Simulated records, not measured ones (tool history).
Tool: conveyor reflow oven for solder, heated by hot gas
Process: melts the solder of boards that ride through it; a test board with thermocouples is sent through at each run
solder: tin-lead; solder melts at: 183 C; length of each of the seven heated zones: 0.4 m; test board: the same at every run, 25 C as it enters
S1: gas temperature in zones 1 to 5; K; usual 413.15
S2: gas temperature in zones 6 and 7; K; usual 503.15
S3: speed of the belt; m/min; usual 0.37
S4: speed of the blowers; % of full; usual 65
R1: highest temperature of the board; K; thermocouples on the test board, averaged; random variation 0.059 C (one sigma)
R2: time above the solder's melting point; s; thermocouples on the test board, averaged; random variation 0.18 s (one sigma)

Run 1, hour 0: usual settings. Result: R1 485.62 K, R2 91.6 s.
Run 2, hour 5.5: usual settings. Result: R1 485.69 K, R2 91.4 s.
Run 3, hour 14.5: usual settings but S4 68 % of full. Result: R1 486.76 K, R2 93.4 s.
Run 4, hour 24: usual settings but S4 68 % of full. Result: R1 486.68 K, R2 93.5 s.
Run 5, hour 34.3: usual settings but S4 68 % of full. Result: R1 486.67 K, R2 93.3 s.
Run 6, hour 42.1: usual settings. Result: R1 485.58 K, R2 91.5 s.
At hour 46.6: belt drive overhauled, speed set with a stopwatch.
Run 7, hour 57: usual settings. Result: R1 485.69 K, R2 91.3 s.
Run 8, hour 66: usual settings. Result: R1 485.62 K, R2 91.5 s.
Run 9, hour 75.5: usual settings. Result: R1 485.67 K, R2 91.8 s.
Run 10, hour 86.4: usual settings. Result: R1 485.66 K, R2 91.6 s.
Run 11, hour 91.7: usual settings. Result: R1 485.65 K, R2 91.9 s.

3 ways to go on from here, each from the tool as it stands after run 11. What would each give?
At hour 97.6: belt drive overhauled, speed set with a stopwatch, once more.
Run A, hour 104.1: usual settings but S1 406.15 K, S3 0.336 m/min, S4 80 % of full. Result: R1 ?, R2 ?.
At hour 97.6: belt drive overhauled, speed set with a stopwatch, once more.
Run B, hour 104.1: usual settings but S4 59 % of full. Result: R1 ?, R2 ?.
At hour 97.6: belt drive overhauled, speed set with a stopwatch, once more.
Run C, hour 104.1: usual settings but S2 508.15 K. Result: R1 ?, R2 ?.

run      R1     R2
  A  491.27  107.4
  B  483.22     86
  C  489.53   96.5
Without the tool's hidden state the same runs would have given:
run      R1     R2
  A  492.31  109.3
  B  484.22   88.1
  C  490.62   98.3

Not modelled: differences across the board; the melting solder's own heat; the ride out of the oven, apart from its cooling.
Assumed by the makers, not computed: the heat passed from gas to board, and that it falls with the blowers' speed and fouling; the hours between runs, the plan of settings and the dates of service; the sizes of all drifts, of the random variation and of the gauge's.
